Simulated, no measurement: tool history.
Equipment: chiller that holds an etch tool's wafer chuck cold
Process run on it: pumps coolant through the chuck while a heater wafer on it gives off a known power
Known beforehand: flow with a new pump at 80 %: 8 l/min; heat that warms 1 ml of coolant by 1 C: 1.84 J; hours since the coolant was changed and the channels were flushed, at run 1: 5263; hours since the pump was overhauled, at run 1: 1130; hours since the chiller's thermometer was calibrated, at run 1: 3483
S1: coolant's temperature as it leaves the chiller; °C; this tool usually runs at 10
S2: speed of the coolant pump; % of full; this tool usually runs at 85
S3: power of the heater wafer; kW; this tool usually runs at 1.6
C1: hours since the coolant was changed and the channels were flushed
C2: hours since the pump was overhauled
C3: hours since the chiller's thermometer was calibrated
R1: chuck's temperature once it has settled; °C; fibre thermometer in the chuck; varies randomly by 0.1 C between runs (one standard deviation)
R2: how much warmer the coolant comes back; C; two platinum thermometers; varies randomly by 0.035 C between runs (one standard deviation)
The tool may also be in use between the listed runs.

| run | hour | S1 | S2 | S3 | C1 | C2 | C3 | R1 | R2 |
|---|---|---|---|---|---|---|---|---|---|
| 1 | 0 | 10 | 85 | 1.6 | 5263 | 1130 | 3483 | 26.5 | 6.16 |
| 2 | 39.6 | 10 | 85 | 1.6 | 5302 | 1170 | 3523 | 26.5 | 6.12 |
| 3 | 70.1 | 10 | 85 | 1.6 | 5333 | 1200 | 3553 | 26.5 | 6.19 |
| 4 | 99.4 | 10 | 85 | 1.6 | 5362 | 1230 | 3583 | 26.3 | 6.12 |
| 5 | 120.5 | 10 | 85 | 1.6 | 5383 | 1251 | 3604 | 26.4 | 6.12 |
| 6 | 163.1 | 10 | 85 | 1.6 | 5426 | 1293 | 3646 | 26.5 | 6.21 |
| 7 | 189.4 | 13 | 85 | 1.6 | 5452 | 1320 | 3673 | 29.5 | 6.18 |
| 8 | 231.5 | 13 | 85 | 1.6 | 5494 | 1362 | 3715 | 29.6 | 6.15 |
| 9 | 261.4 | 10 | 85 | 1.119 | 5524 | 1392 | 3745 | 21.6 | 4.33 |
| 10 | 285.4 | 10 | 85 | 1.119 | 5548 | 1415 | 3769 | 21.7 | 4.33 |
| 11 | 303.5 | 10 | 85 | 1.119 | 5566 | 1434 | 3787 | 21.6 | 4.32 |
| 12 | 330 | 10 | 85 | 1.119 | 5593 | 1460 | 3813 | 21.6 | 4.35 |
| 13 | 358.4 | 10 | 85 | 1.119 | 5621 | 1489 | 3842 | 21.8 | 4.34 |
| 14 | 388.8 | 10 | 85 | 1.119 | 5651 | 1519 | 3872 | 21.7 | 4.26 |
| 15 | 422.7 | 12 | 85 | 1.6 | 5685 | 1553 | 3906 | 28.5 | 6.27 |
| 16 | 443.7 | 12 | 85 | 1.6 | 5706 | 1574 | 3927 | 28.5 | 6.23 |
| 17 | 477.8 | 6 | 71 | 0.923 | 5740 | 1608 | 3961 | 17.3 | 4.31 |
| 18 | 499.4 | 12 | 99 | 1.952 | 5762 | 1630 | 3983 | 29.8 | 6.51 |
| 19 | 535.6 | 19 | 71 | 1.952 | 5798 | 1666 | 4019 | 42.5 | 9.01 |
| 20 | 572.8 | 15 | 77 | 1.6 | 5835 | 1703 | 4056 | 33.3 | 6.87 |
| 21 | 614.5 | 15 | 77 | 1.6 | 5877 | 1745 | 4098 | 33.1 | 6.82 |
| 22 | 652.8 | 17 | 85 | 2.395 | 5915 | 1783 | 4136 | 42 | 9.27 |
| 23 | 691 | 17 | 85 | 2.395 | 5954 | 1821 | 4174 | 41.7 | 9.36 |
| 24 | 709.2 | 17 | 85 | 2.395 | 5972 | 1839 | 4193 | 41.7 | 9.31 |
| 25 | 745.6 | 10 | 89 | 1.6 | 6008 | 1876 | 4229 | 26 | 5.88 |
| 26 | 769.8 | 13 | 63 | 0.987 | 6032 | 1900 | 4253 | 26.2 | 5.17 |
| 27 | 797.6 | 13 | 63 | 0.987 | 6060 | 1928 | 4281 | 26.4 | 5.15 |
| 28 | 831.6 | 13 | 98 | 0.987 | 6094 | 1962 | 4315 | 22.3 | 3.33 |
| 29 | 860.9 | 10 | 77 | 1.575 | 6124 | 1991 | 4344 | 27.9 | 6.72 |
| 30 | 903.6 | 4 | 84 | 2.216 | 6166 | 2034 | 4387 | 27.3 | 8.69 |
|  | 929.1 | chiller's thermometer calibrated |
| 31 | 941.2 | 3 | 88 | 2.216 | 6203 | 2070 | 12 | 25.3 | 8.37 |

Predict each of these 4 candidate next runs independently; none follows another, all start after run 31:
| A | 972.2 | 13 | 85 | 1.6 | 6234 | 2101 | 43 | ? | ? |
| B | 972.2 | 16 | 72 | 1.222 | 6234 | 2101 | 43 | ? | ? |
| C | 972.2 | 19 | 88 | 2.216 | 6234 | 2101 | 43 | ? | ? |
| D | 972.2 | 12 | 88 | 1.276 | 6234 | 2101 | 43 | ? | ? |

| run | R1 | R2 |
|---|---|---|
| A | 29.5 | 6.28 |
| B | 30.7 | 5.61 |
| C | 41.3 | 8.34 |
| D | 24.9 | 4.83 |
What these runs would have given with no unlogged condition in the tool:
| run | R1 | R2 |
|---|---|---|
| A | 27.8 | 6.2 |
| B | 29.1 | 5.53 |
| C | 39 | 8.23 |
| D | 23.5 | 4.77 |
